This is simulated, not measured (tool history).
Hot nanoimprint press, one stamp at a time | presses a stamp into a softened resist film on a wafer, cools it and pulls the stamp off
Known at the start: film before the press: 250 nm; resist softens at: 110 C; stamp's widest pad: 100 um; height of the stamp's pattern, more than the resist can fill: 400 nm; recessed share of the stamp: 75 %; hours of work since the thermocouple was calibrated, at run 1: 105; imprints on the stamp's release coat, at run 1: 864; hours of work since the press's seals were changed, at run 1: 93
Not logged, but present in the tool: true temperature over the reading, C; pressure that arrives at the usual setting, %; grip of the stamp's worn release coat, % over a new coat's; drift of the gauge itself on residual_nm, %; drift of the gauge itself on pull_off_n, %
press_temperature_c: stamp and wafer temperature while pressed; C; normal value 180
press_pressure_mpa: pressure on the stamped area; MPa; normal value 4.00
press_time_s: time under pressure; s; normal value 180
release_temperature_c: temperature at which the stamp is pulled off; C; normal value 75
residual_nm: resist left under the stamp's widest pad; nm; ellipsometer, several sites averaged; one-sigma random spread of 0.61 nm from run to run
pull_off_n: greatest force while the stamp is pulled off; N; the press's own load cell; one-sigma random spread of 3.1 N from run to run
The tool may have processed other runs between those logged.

run,hour,press_temperature_c,press_pressure_mpa,press_time_s,release_temperature_c,hours of work since the thermocouple was calibrated,imprints on the stamp's release coat,hours of work since the press's seals were changed,residual_nm,pull_off_n
1,0.0,180,4.00,180,75,105,864,93,147.4,208
2,7.6,180,4.00,180,75,109,880,97,146.6,209
# hour 16.8: stamp cleaned and given a new release coat
3,19.0,180,4.00,180,75,112,4,100,147.1,205
4,23.0,180,4.00,180,75,114,12,102,146.8,204
5,29.3,180,4.00,180,75,118,26,105,146.0,205
6,36.3,180,4.00,180,75,121,40,109,147.0,207
7,40.1,178,4.00,180,75,123,48,111,157.7,205
8,46.8,178,4.00,180,75,127,62,114,158.3,205
9,50.7,178,4.00,180,75,129,71,116,158.9,208
10,58.7,180,4.00,180,75,133,87,120,147.3,210
11,62.8,180,4.00,180,75,135,96,122,147.3,207
12,71.5,180,2.87,180,75,140,114,127,164.7,204
13,79.2,180,2.87,180,75,144,130,131,164.5,207
14,87.1,180,2.87,180,75,148,147,135,167.0,211
15,95.5,180,4.00,180,75,152,165,140,147.7,205
16,103.4,180,5.83,93,69,156,181,144,157.6,222
17,112.4,180,5.83,93,69,161,200,148,156.6,220
18,119.9,180,5.72,180,75,165,216,152,128.3,204
19,125.5,180,5.72,180,75,168,227,155,127.6,207
20,132.9,180,5.72,180,75,172,243,159,127.9,208
21,139.6,186,5.72,180,61,175,257,163,97.8,237
22,144.7,185,4.57,280,75,178,268,165,95.3,207
23,150.5,185,4.57,280,75,181,280,168,95.2,209
24,155.3,180,3.60,134,69,183,290,171,166.1,226
25,160.0,177,4.00,180,75,186,300,173,164.7,210
26,167.9,180,6.12,180,61,190,316,177,123.6,250
27,173.4,180,6.12,180,82,193,328,180,123.4,187
28,180.4,176,6.12,180,82,196,343,184,147.3,188
29,184.7,187,4.00,180,72,199,352,186,109.5,212
30,190.8,187,3.77,179,67,202,365,189,113.6,229

Here are 3 independent what-if runs from the current tool condition. What would each one return?
A,199.9,180,3.53,194,75,207,384,194,?,?
B,199.9,187,3.46,179,63,207,384,194,?,?
C,199.9,180,3.59,126,75,207,384,194,?,?

run,residual_nm,pull_off_n
A,150.7,204
B,117.8,238
C,169.2,202
Stripped of hidden state, with their random variation kept, the same runs would have yielded:
run,residual_nm,pull_off_n
A,150.5,204
B,117.6,237
C,169.0,201
